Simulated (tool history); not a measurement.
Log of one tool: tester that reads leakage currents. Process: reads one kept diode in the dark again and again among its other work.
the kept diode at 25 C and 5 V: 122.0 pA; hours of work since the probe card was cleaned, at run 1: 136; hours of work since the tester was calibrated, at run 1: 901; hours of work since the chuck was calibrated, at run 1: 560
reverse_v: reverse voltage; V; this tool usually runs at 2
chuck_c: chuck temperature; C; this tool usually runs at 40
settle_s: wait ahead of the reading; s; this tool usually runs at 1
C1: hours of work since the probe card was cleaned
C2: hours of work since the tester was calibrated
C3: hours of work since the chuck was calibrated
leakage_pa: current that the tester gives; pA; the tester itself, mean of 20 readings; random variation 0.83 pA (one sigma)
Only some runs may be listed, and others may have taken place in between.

Run 1, day 0: usual settings; C1 136; C2 901; C3 560. Result: leakage_pa 287.44 pA.
Run 2, day 0.629: usual settings; C1 145; C2 910; C3 569. Result: leakage_pa 287.92 pA.
Run 3, day 1.533: usual settings; C1 158; C2 924; C3 582. Result: leakage_pa 288.97 pA.
Run 4, day 2.288: usual settings; C1 169; C2 935; C3 593. Result: leakage_pa 288.33 pA.
Run 5, day 2.908: usual settings; C1 178; C2 944; C3 602. Result: leakage_pa 288.86 pA.
Run 6, day 3.583: usual settings but chuck_c 26 C; C1 188; C2 953; C3 612. Result: leakage_pa 104.54 pA.
Run 7, day 4.162: usual settings but chuck_c 38 C; C1 196; C2 962; C3 621. Result: leakage_pa 250.73 pA.
Run 8, day 5.408: usual settings but chuck_c 38 C, settle_s 9.57 s; C1 214; C2 980; C3 639. Result: leakage_pa 251.52 pA.
Run 9, day 6.217: usual settings but chuck_c 48 C; C1 226; C2 992; C3 650. Result: leakage_pa 496.94 pA.
Run 10, day 7.204: usual settings but chuck_c 48 C; C1 240; C2 1006; C3 665. Result: leakage_pa 496.66 pA.
Run 11, day 8.546: usual settings but chuck_c 48 C; C1 260; C2 1025; C3 684. Result: leakage_pa 497.55 pA.
Run 12, day 9.238: usual settings but chuck_c 35 C; C1 270; C2 1035; C3 694. Result: leakage_pa 205.17 pA.
Run 13, day 10.538: usual settings; C1 289; C2 1054; C3 713. Result: leakage_pa 290.74 pA.
Run 14, day 11.696: usual settings but reverse_v 10.14 V; C1 305; C2 1071; C3 730. Result: leakage_pa 483.22 pA.
Run 15, day 13.029: usual settings but reverse_v 10.14 V; C1 325; C2 1090; C3 749. Result: leakage_pa 485.48 pA.
Run 16, day 13.808: usual settings but reverse_v 10.14 V; C1 336; C2 1102; C3 761. Result: leakage_pa 483.94 pA.
Run 17, day 15.021: usual settings but reverse_v 10.14 V; C1 354; C2 1119; C3 778. Result: leakage_pa 487.05 pA.
Run 18, day 15.933: usual settings; C1 367; C2 1133; C3 791. Result: leakage_pa 292.69 pA.
Run 19, day 17.192: usual settings but reverse_v 1.89 V; C1 385; C2 1151; C3 810. Result: leakage_pa 286.3 pA.
Run 20, day 18.025: usual settings but reverse_v 1.89 V; C1 397; C2 1163; C3 822. Result: leakage_pa 287.84 pA.
Run 21, day 19.258: usual settings but reverse_v 1.89 V; C1 415; C2 1181; C3 840. Result: leakage_pa 288.88 pA.
Run 22, day 20.162: usual settings but reverse_v 1.59 V, chuck_c 24 C, settle_s 1.2 s; C1 428; C2 1194; C3 853. Result: leakage_pa 85.91 pA.
Run 23, day 21.288: usual settings but reverse_v 4.37 V, chuck_c 20 C, settle_s 1.65 s; C1 445; C2 1210; C3 869. Result: leakage_pa 87.5 pA.
Run 24, day 21.933: usual settings but reverse_v 4.37 V, chuck_c 20 C, settle_s 1.65 s; C1 454; C2 1220; C3 879. Result: leakage_pa 87.23 pA.
Run 25, day 22.538: usual settings but reverse_v 6.47 V, settle_s 2.44 s; C1 463; C2 1228; C3 887. Result: leakage_pa 425.45 pA.
Run 26, day 23.396: usual settings but chuck_c 20 C, settle_s 8.86 s; C1 475; C2 1241; C3 900. Result: leakage_pa 67.95 pA.
Run 27, day 24.55: usual settings but reverse_v 11.32 V, chuck_c 34 C, settle_s 0.32 s; C1 492; C2 1258; C3 916. Result: leakage_pa 338.53 pA.
At day 25.029: chuck's temperature calibrated.
Run 28, day 25.479: usual settings but reverse_v 12.34 V, chuck_c 55 C; C1 504; C2 1270; C3 7. Result: leakage_pa 1325.25 pA.
Run 29, day 26.654: usual settings but reverse_v 5.63 V, chuck_c 21 C, settle_s 1.63 s; C1 521; C2 1287; C3 24. Result: leakage_pa 97.04 pA.
Run 30, day 27.938: usual settings but reverse_v 5.63 V, chuck_c 33 C, settle_s 0.69 s; C1 540; C2 1306; C3 42. Result: leakage_pa 236.89 pA.
Run 31, day 28.775: usual settings but reverse_v 5.63 V, chuck_c 51 C, settle_s 0.69 s; C1 552; C2 1318; C3 54. Result: leakage_pa 810.15 pA.
Run 32, day 29.7: usual settings but reverse_v 1.55 V, chuck_c 31 C; C1 566; C2 1331; C3 68. Result: leakage_pa 136.56 pA.
Run 33, day 30.525: usual settings but reverse_v 1.55 V, chuck_c 31 C; C1 578; C2 1343; C3 80. Result: leakage_pa 137.93 pA.
Run 34, day 31.575: usual settings but reverse_v 9.45 V, chuck_c 50 C, settle_s 0.5 s; C1 593; C2 1358; C3 95. Result: leakage_pa 892.36 pA.
Run 35, day 32.258: usual settings but reverse_v 9.45 V, chuck_c 33 C, settle_s 1.41 s; C1 603; C2 1368; C3 105. Result: leakage_pa 281.32 pA.
Run 36, day 33.471: usual settings but reverse_v 9.45 V, chuck_c 33 C, settle_s 1.41 s; C1 620; C2 1386; C3 123. Result: leakage_pa 282.52 pA.
Run 37, day 34.496: usual settings but reverse_v 9.45 V, chuck_c 33 C, settle_s 1.41 s; C1 635; C2 1401; C3 137. Result: leakage_pa 282.9 pA.
Run 38, day 35.4: usual settings but reverse_v 9.45 V, chuck_c 51 C, settle_s 9.02 s; C1 648; C2 1414; C3 151. Result: leakage_pa 954.03 pA.
Run 39, day 36.629: usual settings but reverse_v 2.84 V, chuck_c 25 C; C1 666; C2 1432; C3 168. Result: leakage_pa 107.93 pA.
Run 40, day 37.642: usual settings but reverse_v 2.97 V, chuck_c 32 C, settle_s 2.15 s; C1 681; C2 1446; C3 183. Result: leakage_pa 182.63 pA.
Run 41, day 38.583: usual settings but reverse_v 2.49 V, chuck_c 32 C, settle_s 2.38 s; C1 695; C2 1460; C3 197. Result: leakage_pa 173.07 pA.

Hidden state at the last listed run before each entry between runs and at the first one after, where it differs:
In the gap between runs 27 and 28: chuck's temperature calibrated (day 25.029)
  stray current of the dirty probe card, pA a volt: 0.488 -> 0.5; current scale over the true one, %: 1.27 -> 1.29; true chuck temperature over the reading, C: 0.78 -> 0.03
  measured minus no-state result, leakage_pa: +27.38 -> +24.91 pA
